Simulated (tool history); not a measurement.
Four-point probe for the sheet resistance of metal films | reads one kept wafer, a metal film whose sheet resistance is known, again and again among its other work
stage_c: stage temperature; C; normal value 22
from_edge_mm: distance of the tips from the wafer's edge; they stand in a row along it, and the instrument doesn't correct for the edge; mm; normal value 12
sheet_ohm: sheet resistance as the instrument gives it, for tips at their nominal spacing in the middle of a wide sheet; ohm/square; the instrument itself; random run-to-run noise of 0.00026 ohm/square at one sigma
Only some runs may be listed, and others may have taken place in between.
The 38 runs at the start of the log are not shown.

run,day,stage_c,from_edge_mm,sheet_ohm
39,29.562,32,8,1.290919
40,30.246,28,9,1.289565
41,30.975,26,5,1.308308
42,31.479,23,48,1.281978
43,32.154,23,62,1.28241
44,32.617,23,62,1.282429
45,33.246,20,10,1.289345
46,34.25,31,7,1.293658

What if the next run were any one of these 3? Each begins from the tool's condition after run 46:
A,34.988,23,69,?
B,34.988,27,5,?
C,34.988,25,6,?

run,sheet_ohm
A,1.281804
B,1.308005
C,1.299795
The same runs, with their run-to-run variation unchanged, on a tool lacking any hidden condition would have given:
run,sheet_ohm
A,1.286757
B,1.313045
C,1.304808
